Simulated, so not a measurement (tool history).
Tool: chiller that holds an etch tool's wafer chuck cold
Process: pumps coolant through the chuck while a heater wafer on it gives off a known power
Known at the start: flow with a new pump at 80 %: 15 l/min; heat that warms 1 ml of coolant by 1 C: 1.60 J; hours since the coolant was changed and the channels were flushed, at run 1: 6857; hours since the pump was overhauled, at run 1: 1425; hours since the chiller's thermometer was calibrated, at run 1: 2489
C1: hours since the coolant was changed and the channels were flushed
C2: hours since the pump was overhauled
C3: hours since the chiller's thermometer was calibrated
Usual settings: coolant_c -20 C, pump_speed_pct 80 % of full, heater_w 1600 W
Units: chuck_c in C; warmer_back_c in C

Run 1, hour 0: usual settings; C1 6857; C2 1425; C3 2489. Result: chuck_c -9.5 C, warmer_back_c 4.04 C.
Run 2, hour 55.6: usual settings; C1 6913; C2 1481; C3 2545. Result: chuck_c -9.6 C, warmer_back_c 3.99 C.
Run 3, hour 95.8: usual settings; C1 6953; C2 1521; C3 2585. Result: chuck_c -9.6 C, warmer_back_c 3.96 C.
At hour 128: coolant changed, channels flushed.
Run 4, hour 132.8: usual settings but heater_w 907 W; C1 5; C2 1552; C3 2616. Result: chuck_c -14.1 C, warmer_back_c 2.19 C.
Run 5, hour 190.3: usual settings but heater_w 907 W; C1 62; C2 1610; C3 2674. Result: chuck_c -14 C, warmer_back_c 2.21 C.
Run 6, hour 220.2: usual settings but heater_w 907 W; C1 92; C2 1639; C3 2704. Result: chuck_c -14 C, warmer_back_c 2.19 C.
Run 7, hour 272.2: usual settings but coolant_c -16 C; C1 144; C2 1691; C3 2756. Result: chuck_c -5.6 C, warmer_back_c 3.93 C.
At hour 316: chiller's thermometer calibrated.
Run 8, hour 316: usual settings but coolant_c -16 C; C1 187; C2 1734; C3 0. Result: chuck_c -5.7 C, warmer_back_c 3.94 C.
Run 9, hour 345.9: usual settings but coolant_c -16 C; C1 217; C2 1764; C3 30. Result: chuck_c -5.5 C, warmer_back_c 3.98 C.
Run 10, hour 405.4: usual settings but coolant_c -16 C; C1 276; C2 1824; C3 89. Result: chuck_c -5.7 C, warmer_back_c 3.91 C.
Run 11, hour 458.9: usual settings but coolant_c -16 C; C1 330; C2 1877; C3 143. Result: chuck_c -5.5 C, warmer_back_c 3.89 C.
Run 12, hour 501.7: usual settings but coolant_c -25 C; C1 373; C2 1920; C3 186. Result: chuck_c -14.4 C, warmer_back_c 3.9 C.
Run 13, hour 556.5: usual settings but coolant_c -25 C; C1 428; C2 1975; C3 241. Result: chuck_c -14.5 C, warmer_back_c 3.89 C.
Run 14, hour 589.9: usual settings but coolant_c -25 C; C1 461; C2 2008; C3 274. Result: chuck_c -14.3 C, warmer_back_c 3.92 C.
Run 15, hour 642.6: usual settings but pump_speed_pct 96 % of full; C1 514; C2 2061; C3 327. Result: chuck_c -10.8 C, warmer_back_c 3.16 C.
Run 16, hour 705.5: usual settings but pump_speed_pct 96 % of full; C1 577; C2 2124; C3 390. Result: chuck_c -10.8 C, warmer_back_c 3.12 C.
Run 17, hour 763.7: usual settings but pump_speed_pct 96 % of full; C1 635; C2 2182; C3 448. Result: chuck_c -11 C, warmer_back_c 3.06 C.
Run 18, hour 800.6: usual settings but pump_speed_pct 96 % of full; C1 672; C2 2219; C3 485. Result: chuck_c -10.9 C, warmer_back_c 3.07 C.
Run 19, hour 862: usual settings but coolant_c -27 C, pump_speed_pct 96 % of full; C1 733; C2 2280; C3 546. Result: chuck_c -17.9 C, warmer_back_c 3.05 C.
Run 20, hour 896.3: usual settings but pump_speed_pct 70 % of full; C1 767; C2 2315; C3 580. Result: chuck_c -8.3 C, warmer_back_c 4.43 C.
Run 21, hour 930: usual settings but pump_speed_pct 70 % of full; C1 801; C2 2348; C3 614. Result: chuck_c -8.3 C, warmer_back_c 4.44 C.
Run 22, hour 973.9: usual settings but coolant_c -29 C, pump_speed_pct 64 % of full, heater_w 2316 W; C1 845; C2 2392; C3 658. Result: chuck_c -10.8 C, warmer_back_c 7.21 C.
Run 23, hour 1039.9: usual settings but coolant_c -29 C, pump_speed_pct 64 % of full, heater_w 2316 W; C1 911; C2 2458; C3 724. Result: chuck_c -10.9 C, warmer_back_c 7.17 C.
Run 24, hour 1088.6: usual settings but coolant_c -29 C, pump_speed_pct 61 % of full, heater_w 1593 W; C1 960; C2 2507; C3 773. Result: chuck_c -15.9 C, warmer_back_c 5.11 C.
Run 25, hour 1150.1: usual settings but coolant_c -16 C, pump_speed_pct 65 % of full; C1 1021; C2 2568; C3 834. Result: chuck_c -3.7 C, warmer_back_c 4.72 C.
Run 26, hour 1213.4: usual settings but coolant_c -25 C, heater_w 999 W; C1 1084; C2 2632; C3 897. Result: chuck_c -18.4 C, warmer_back_c 2.21 C.
Run 27, hour 1257.1: usual settings but pump_speed_pct 83 % of full, heater_w 1082 W; C1 1128; C2 2675; C3 941. Result: chuck_c -13.1 C, warmer_back_c 2.26 C.
Run 28, hour 1323.3: usual settings but pump_speed_pct 83 % of full, heater_w 1082 W; C1 1194; C2 2742; C3 1007. Result: chuck_c -13.2 C, warmer_back_c 2.24 C.
Run 29, hour 1371.2: usual settings but pump_speed_pct 83 % of full, heater_w 1082 W; C1 1242; C2 2789; C3 1055. Result: chuck_c -13.2 C, warmer_back_c 2.28 C.
Run 30, hour 1425.1: usual settings but coolant_c -19 C, pump_speed_pct 82 % of full, heater_w 1245 W; C1 1296; C2 2843; C3 1109. Result: chuck_c -10.9 C, warmer_back_c 2.61 C.
Run 31, hour 1487: usual settings but coolant_c -19 C, pump_speed_pct 82 % of full, heater_w 1245 W; C1 1358; C2 2905; C3 1171. Result: chuck_c -11 C, warmer_back_c 2.64 C.

Forecast each of these 5 alternatives for the next run:
Run A, hour 1528.2: usual settings but coolant_c -27 C; C1 1399; C2 2946; C3 1212. Result: chuck_c ?, warmer_back_c ?.
Run B, hour 1528.2: usual settings but coolant_c -30 C; C1 1399; C2 2946; C3 1212. Result: chuck_c ?, warmer_back_c ?.
Run C, hour 1528.2: usual settings but coolant_c -26 C; C1 1399; C2 2946; C3 1212. Result: chuck_c ?, warmer_back_c ?.
Run D, hour 1528.2: usual settings but coolant_c -23 C, pump_speed_pct 73 % of full, heater_w 2155 W; C1 1399; C2 2946; C3 1212. Result: chuck_c ?, warmer_back_c ?.
Run E, hour 1528.2: usual settings but coolant_c -19 C, pump_speed_pct 60 % of full, heater_w 1245 W; C1 1399; C2 2946; C3 1212. Result: chuck_c ?, warmer_back_c ?.

run  chuck_c  warmer_back_c
  A    -16.6            3.6
  B    -19.4           3.61
  C    -15.5            3.6
  D     -7.9           5.61
  E     -8.8           3.93
Without the tool's hidden state the same runs would have given:
run  chuck_c  warmer_back_c
  A    -16.6           3.98
  B    -19.4           3.99
  C    -15.5           3.98
  D     -7.9           5.99
  E     -8.8           4.31

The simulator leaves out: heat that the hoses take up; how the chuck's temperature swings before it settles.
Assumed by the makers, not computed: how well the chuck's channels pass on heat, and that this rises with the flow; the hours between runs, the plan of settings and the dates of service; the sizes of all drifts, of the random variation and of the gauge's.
